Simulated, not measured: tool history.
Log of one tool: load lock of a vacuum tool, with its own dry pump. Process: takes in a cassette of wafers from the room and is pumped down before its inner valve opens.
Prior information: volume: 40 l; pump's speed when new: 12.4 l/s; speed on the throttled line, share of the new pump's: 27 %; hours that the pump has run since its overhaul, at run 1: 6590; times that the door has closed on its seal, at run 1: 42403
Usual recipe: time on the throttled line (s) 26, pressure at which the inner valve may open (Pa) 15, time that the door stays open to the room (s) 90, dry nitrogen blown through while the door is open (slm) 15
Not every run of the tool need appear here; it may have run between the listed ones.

run      day  time on the throttled line (s)  pressure at which the inner valve may open (Pa)  time that the door stays open to the room (s)  dry nitrogen blown through while the door is open (slm)  hours that the pump has run since its overhaul  times that the door has closed on its seal  incoming humidity of the room's air, %  time from the closed door until the inner valve may open (s)  rise of the pressure with all valves shut (Pa/min)
  1        0                              26                                               15                                             90                                                       15                                            6590                                       42403                                    43.2                                                          48.2                                               0.281
  2    8.338                              26                                               15                                            174                                                       15                                            6790                                       43026                                    47.2                                                          48.5                                               0.326
  3     19.4                              26                                               15                                            174                                                       15                                            7055                                       43854                                    44.2                                                          48.3                                               0.322
  4   27.388                              26                                               15                                            174                                                       15                                            7247                                       44451                                    43.4                                                          48.2                                               0.326
  5   37.512                              26                                               15                                             90                                                       15                                            7490                                       45209                                    44.5                                                          48.4                                               0.301
  6   49.583                              26                                               15                                             90                                                       15                                            7780                                       46111                                    45.7                                                          48.4                                               0.307
  7   59.554                              26                                               15                                             90                                                       15                                            8019                                       46857                                    44.2                                                          48.4                                                0.32
  8   70.508                              26                                               15                                             90                                                       15                                            8282                                       47676                                    43.9                                                          48.2                                               0.324
  9    80.45                              26                                               15                                             90                                                       15                                            8520                                       48420                                    45.7                                                          48.9                                               0.331
 10   91.908                              26                                               15                                             90                                                       15                                            8795                                       49277                                      45                                                          48.5                                               0.339
 11  103.133                              26                                               15                                             90                                                       15                                            9065                                       50117                                    44.3                                                          48.4                                               0.336
 12  114.133                              26                                               15                                             90                                                       15                                            9329                                       50939                                    46.1                                                          48.6                                               0.351
 13  120.875                              13                                               15                                             90                                                       15                                            9491                                       51443                                    47.3                                                          39.6                                               0.352
 14  130.371                              13                                               15                                             90                                                       15                                            9719                                       52154                                    46.2                                                          39.7                                               0.366
 15  140.879                              13                                               15                                             90                                                       15                                            9971                                       52940                                    43.2                                                          39.6                                               0.369
 16   148.55                              13                                               15                                             90                                                       15                                           10155                                       53514                                    44.1                                                          39.9                                               0.371
 17  160.421                              13                                               15                                             90                                                       15                                           10440                                       54401                                      48                                                          39.5                                               0.387
 18  172.075                              26                                               25                                             90                                                       15                                           10719                                       55273                                    46.9                                                          47.2                                               0.391
 19  178.746                              26                                               25                                             90                                                       15                                           10880                                       55772                                    42.7                                                          47.3                                               0.394
 20  189.712                              26                                               26                                             40                                                       15                                           11143                                       56592                                      48                                                          46.7                                               0.372
 21  201.333                              17                                               15                                             90                                                       15                                           11422                                       57461                                    47.4                                                          42.9                                               0.416
 22  213.204                              26                                               13                                             90                                                       15                                           11707                                       58349                                    47.5                                                          49.7                                               0.427
 23  224.675                              26                                               13                                             90                                                       15                                           11982                                       59207                                    48.7                                                          49.9                                               0.434
 24   233.45                              37                                               13                                             90                                                       23                                           12193                                       59864                                    43.5                                                          57.2                                               0.421
 25  245.642                              14                                               14                                             68                                                       13                                           12485                                       60775                                    42.4                                                          40.8                                               0.434
 26  257.067                              14                                               14                                             29                                                       16                                           12759                                       61630                                    46.1                                                          40.7                                               0.422
 27  266.108                              14                                               14                                             29                                                       16                                           12976                                       62306                                    48.4                                                          41.1                                               0.437
 28  271.379                              20                                               13                                             57                                                       16                                           13103                                       62700                                    42.3                                                          45.8                                               0.451
     281.579  -- door's seal changed, seat wiped
 29  283.696                              20                                               29                                             90                                                       15                                           13397                                         158                                    46.5                                                            43                                               0.079
 30  292.904                              20                                               17                                             90                                                       17                                           13618                                         847                                    43.3                                                          44.4                                                0.07
 31    302.8                              26                                               27                                             26                                                       15                                           13855                                        1587                                    39.6                                                          46.7                                               0.039
 32  309.038                              26                                               27                                             26                                                       15                                           14005                                        2053                                      48                                                          47.3                                               0.045
 33  316.533                              20                                               18                                             90                                                       33                                           14185                                        2614                                    47.2                                                          44.5                                               0.057
 34  324.217                              26                                               11                                             90                                                       14                                           14369                                        3188                                    43.4                                                          51.2                                               0.076
 35  330.192                              26                                               12                                             90                                                        5                                           14513                                        3635                                    45.6                                                          50.5                                               0.098
 36  341.325                              26                                               25                                             90                                                       12                                           14780                                        4468                                    43.1                                                          47.6                                               0.084
 37   351.75                              26                                               12                                             90                                                        8                                           15030                                        5248                                    47.2                                                          50.5                                               0.104
 38  362.008                              19                                               15                                             90                                                       28                                           15276                                        6015                                    45.9                                                            45                                               0.071

What if the next run were any one of these 3? Each begins from the tool's condition after run 38:
  A  367.954                              19                                               15                                             56                                                       28                                           15419                                        6460                                    40.4                                                             ?                                                   ?
  B  367.954                              26                                               14                                             90                                                       20                                           15419                                        6460                                    46.2                                                             ?                                                   ?
  C  367.954                              23                                               13                                             64                                                       28                                           15419                                        6460                                    43.2                                                             ?                                                   ?

run  time from the closed door until the inner valve may open (s)  rise of the pressure with all valves shut (Pa/min)
  A                                                          44.8                                               0.054
  B                                                          49.7                                               0.072
  C                                                          47.9                                               0.061
With the hidden condition removed and each run's random variation left untouched, the same runs would have given:
run  time from the closed door until the inner valve may open (s)  rise of the pressure with all valves shut (Pa/min)
  A                                                          42.4                                                0.04
  B                                                          47.5                                               0.058
  C                                                          45.6                                               0.047
